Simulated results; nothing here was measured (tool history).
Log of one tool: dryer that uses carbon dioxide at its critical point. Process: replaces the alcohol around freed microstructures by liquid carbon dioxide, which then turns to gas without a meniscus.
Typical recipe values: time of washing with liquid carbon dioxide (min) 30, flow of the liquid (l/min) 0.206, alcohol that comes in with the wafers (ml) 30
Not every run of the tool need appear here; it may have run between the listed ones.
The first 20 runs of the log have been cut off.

| run | hour | time of washing with liquid carbon dioxide (min) | flow of the liquid (l/min) | alcohol that comes in with the wafers (ml) | alcohol left in the vessel before it's heated (ppm by volume) |
|---|---|---|---|---|---|
| 21 | 151.7 | 30 | 0.206 | 45 | 232 |
| 22 | 160.8 | 30 | 0.206 | 30 | 164 |
| 23 | 168.5 | 30 | 0.296 | 30 | 35 |
| 24 | 179.0 | 39 | 0.196 | 25 | 48 |
| 25 | 183.9 | 30 | 0.206 | 36 | 191 |
| 26 | 189.9 | 38 | 0.295 | 82 | 15 |
| 27 | 195.7 | 37 | 0.289 | 75 | 24 |
| 28 | 201.8 | 29 | 0.149 | 39 | 981 |
| 29 | 209.6 | 29 | 0.149 | 39 | 963 |
| 30 | 214.0 | 25 | 0.245 | 30 | 186 |
| 31 | 221.6 | 23 | 0.206 | 41 | 721 |
| 32 | 230.3 | 23 | 0.206 | 41 | 742 |
| 33 | 235.8 | 33 | 0.167 | 68 | 638 |
| 34 | 245.7 | 33 | 0.167 | 68 | 667 |
| 35 | 253.2 | 22 | 0.230 | 30 | 443 |
| 36 | 261.7 | 25 | 0.169 | 21 | 608 |
| 37 | 266.0 | 41 | 0.279 | 95 | 19 |
| 38 | 273.6 | 41 | 0.194 | 23 | 48 |
| 39 | 280.8 | 48 | 0.174 | 23 | 41 |
| 40 | 289.9 | 45 | 0.171 | 23 | 60 |
| 41 | 295.4 | 30 | 0.159 | 74 | 1366 |

Here are 5 independent what-if runs from the current tool condition. What would each one return?
| A | 302.6 | 35 | 0.159 | 74 | ? |
| B | 302.6 | 46 | 0.263 | 37 | ? |
| C | 302.6 | 30 | 0.205 | 30 | ? |
| D | 302.6 | 41 | 0.159 | 28 | ? |
| E | 302.6 | 25 | 0.153 | 24 | ? |

| run | alcohol left in the vessel before it's heated (ppm by volume) |
|---|---|
| A | 713 |
| B | 15 |
| C | 182 |
| D | 140 |
| E | 963 |
Take away the tool's hidden state, keep each run's random variation, and the runs would have read:
| run | alcohol left in the vessel before it's heated (ppm by volume) |
|---|---|
| A | 535 |
| B | 0 |
| C | 124 |
| D | 94 |
| E | 790 |
